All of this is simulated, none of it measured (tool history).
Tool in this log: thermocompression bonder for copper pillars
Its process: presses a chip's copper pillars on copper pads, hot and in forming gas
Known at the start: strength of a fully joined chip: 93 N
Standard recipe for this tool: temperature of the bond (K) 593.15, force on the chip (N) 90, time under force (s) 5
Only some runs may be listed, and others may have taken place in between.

| run | day | temperature of the bond (K) | force on the chip (N) | time under force (s) | force that shears a chip off (N) |
|---|---|---|---|---|---|
| 1 | 0.000 | 593.15 | 90 | 5 | 44.2 |
| 2 | 3.775 | 593.15 | 90 | 5 | 43.7 |
| 3 | 7.629 | 593.15 | 90 | 8 | 50.4 |
|  | 8.988 | force cell calibrated |
| 4 | 11.312 | 593.15 | 90 | 8 | 52.9 |
|  | 14.738 | forming gas filter changed |
| 5 | 15.117 | 593.15 | 90 | 5 | 45.3 |
| 6 | 19.050 | 593.15 | 90 | 5 | 44.6 |
| 7 | 22.471 | 593.15 | 90 | 5 | 43.4 |
| 8 | 26.204 | 593.15 | 71 | 5 | 37.6 |
| 9 | 28.129 | 593.15 | 71 | 5 | 34.7 |
|  | 31.508 | forming gas filter changed |
| 10 | 32.354 | 593.15 | 71 | 8 | 44.5 |
| 11 | 36.538 | 593.15 | 71 | 8 | 42.6 |
|  | 38.050 | heater calibrated with a thermocouple chip |
| 12 | 40.788 | 564.15 | 71 | 12 | 43.3 |
| 13 | 44.450 | 564.15 | 71 | 12 | 42.9 |
| 14 | 47.475 | 587.15 | 108 | 14 | 65.5 |
|  | 48.296 | forming gas filter changed |
| 15 | 50.388 | 570.15 | 118 | 4 | 42.4 |
| 16 | 54.212 | 592.15 | 118 | 12 | 67.2 |
| 17 | 57.925 | 593.15 | 119 | 12 | 68.7 |
| 18 | 60.296 | 593.15 | 119 | 12 | 66.4 |
| 19 | 62.738 | 606.15 | 90 | 4 | 43.9 |
|  | 65.025 | forming gas filter changed |
| 20 | 66.942 | 606.15 | 74 | 14 | 60.1 |

3 options for the next run, each taken on its own from the tool as it stands now. Forecast them:
| A | 69.633 | 587.15 | 69 | 14 | ? |
| B | 69.633 | 572.15 | 97 | 7 | ? |
| C | 69.633 | 606.15 | 74 | 3 | ? |

| run | force that shears a chip off (N) |
|---|---|
| A | 50.4 |
| B | 43.9 |
| C | 34.8 |
Stripped of hidden state, with their random variation kept, the same runs would have yielded:
| run | force that shears a chip off (N) |
|---|---|
| A | 55.8 |
| B | 49.1 |
| C | 39.2 |
